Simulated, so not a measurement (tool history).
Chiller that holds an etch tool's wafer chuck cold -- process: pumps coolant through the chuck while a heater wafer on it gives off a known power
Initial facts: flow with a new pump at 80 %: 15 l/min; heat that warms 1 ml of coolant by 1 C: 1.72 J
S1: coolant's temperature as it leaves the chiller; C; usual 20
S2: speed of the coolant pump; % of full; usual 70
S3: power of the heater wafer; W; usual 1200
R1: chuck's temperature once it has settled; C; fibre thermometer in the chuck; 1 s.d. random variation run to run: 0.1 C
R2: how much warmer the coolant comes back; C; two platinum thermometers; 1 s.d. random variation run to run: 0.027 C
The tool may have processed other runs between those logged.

run 1 hour=0 | S1=20 S2=70 S3=1200 | R1=35.5 R2=3.32
run 2 hour=34.8 | S1=20 S2=70 S3=1200 | R1=35.5 R2=3.36
run 3 hour=77.8 | S1=20 S2=70 S3=1200 | R1=35.6 R2=3.36
run 4 hour=106.5 | S1=20 S2=70 S3=1200 | R1=35.3 R2=3.35
-- hour=113.8 coolant pump overhauled
run 5 hour=142.9 | S1=20 S2=70 S3=1200 | R1=35.5 R2=3.37
run 6 hour=165.3 | S1=20 S2=70 S3=1200 | R1=35.6 R2=3.39
run 7 hour=194.6 | S1=20 S2=70 S3=1200 | R1=35.6 R2=3.38
run 8 hour=241.5 | S1=20 S2=70 S3=1200 | R1=35.6 R2=3.4
-- hour=258.9 coolant pump overhauled, once more
run 9 hour=275.9 | S1=15 S2=70 S3=962 | R1=27.3 R2=2.55
run 10 hour=317.8 | S1=20 S2=93 S3=1200 | R1=33 R2=2.39
run 11 hour=341.1 | S1=21 S2=95 S3=847 | R1=29.9 R2=1.67
run 12 hour=369.3 | S1=20 S2=93 S3=1200 | R1=32.9 R2=2.41
run 13 hour=399.5 | S1=13 S2=90 S3=1065 | R1=24.6 R2=2.15

For run 14, what comes out?
run 14 hour=443.1 | S1=11 S2=76 S3=897 | R1=? R2=?

{"run 14": {"R1": 21.8, "R2": 2.15}}
Had the tool carried no hidden state, the very same run would have given R1 20.4 C, R2 2.15 C.

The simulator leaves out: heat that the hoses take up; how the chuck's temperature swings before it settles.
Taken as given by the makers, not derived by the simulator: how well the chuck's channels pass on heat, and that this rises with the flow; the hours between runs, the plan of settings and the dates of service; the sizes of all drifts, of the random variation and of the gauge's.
